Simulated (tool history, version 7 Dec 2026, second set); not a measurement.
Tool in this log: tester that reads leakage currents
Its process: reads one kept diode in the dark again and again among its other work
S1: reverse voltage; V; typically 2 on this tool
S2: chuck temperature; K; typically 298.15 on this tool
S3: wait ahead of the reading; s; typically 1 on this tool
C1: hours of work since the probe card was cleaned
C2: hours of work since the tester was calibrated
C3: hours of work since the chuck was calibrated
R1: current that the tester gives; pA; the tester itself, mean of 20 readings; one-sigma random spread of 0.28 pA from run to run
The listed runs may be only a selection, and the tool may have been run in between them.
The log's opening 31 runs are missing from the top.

run 32 hour=1794.3 | S1=2 S2=316.15 S3=0.62 | C1=1660 C2=1880 C3=908 | R1=520.88
run 33 hour=1857.9 | S1=2 S2=316.15 S3=0.62 | C1=1689 C2=1909 C3=938 | R1=520.73
run 34 hour=1892.4 | S1=2 S2=314.15 S3=0.88 | C1=1705 C2=1925 C3=954 | R1=439.81
run 35 hour=1927.1 | S1=2 S2=314.15 S3=0.88 | C1=1721 C2=1941 C3=970 | R1=439.88
run 36 hour=1977.6 | S1=2 S2=314.15 S3=0.88 | C1=1745 C2=1965 C3=993 | R1=438.27
run 37 hour=2024.4 | S1=2 S2=331.15 S3=1 | C1=1767 C2=1987 C3=1015 | R1=1785.14
run 38 hour=2064.1 | S1=2 S2=331.15 S3=1 | C1=1785 C2=2005 C3=1033 | R1=1784.55
run 39 hour=2099.2 | S1=1.79 S2=298.15 S3=1.02 | C1=1801 C2=2021 C3=1049 | R1=95.13

5 ways to go on from here, each from the tool as it stands after run 39. What would each give?
run A hour=2180.5 | S1=11 S2=302.15 S3=3.34 | C1=1839 C2=2059 C3=1087 | R1=?
run B hour=2180.5 | S1=2 S2=322.15 S3=2.13 | C1=1839 C2=2059 C3=1087 | R1=?
run C hour=2180.5 | S1=12.26 S2=297.15 S3=1.38 | C1=1839 C2=2059 C3=1087 | R1=?
run D hour=2180.5 | S1=1.78 S2=327.15 S3=2.05 | C1=1839 C2=2059 C3=1087 | R1=?
run E hour=2180.5 | S1=1.79 S2=312.15 S3=8.04 | C1=1839 C2=2059 C3=1087 | R1=?

run=A R1=385.99
run=B R1=859.21
run=C R1=259.37
run=D R1=1217.81
run=E R1=342.84
Had the tool no hidden state, the same runs would have come out as:
run=A R1=395.16
run=B R1=892.79
run=C R1=261.77
run=D R1=1264.38
run=E R1=356.56
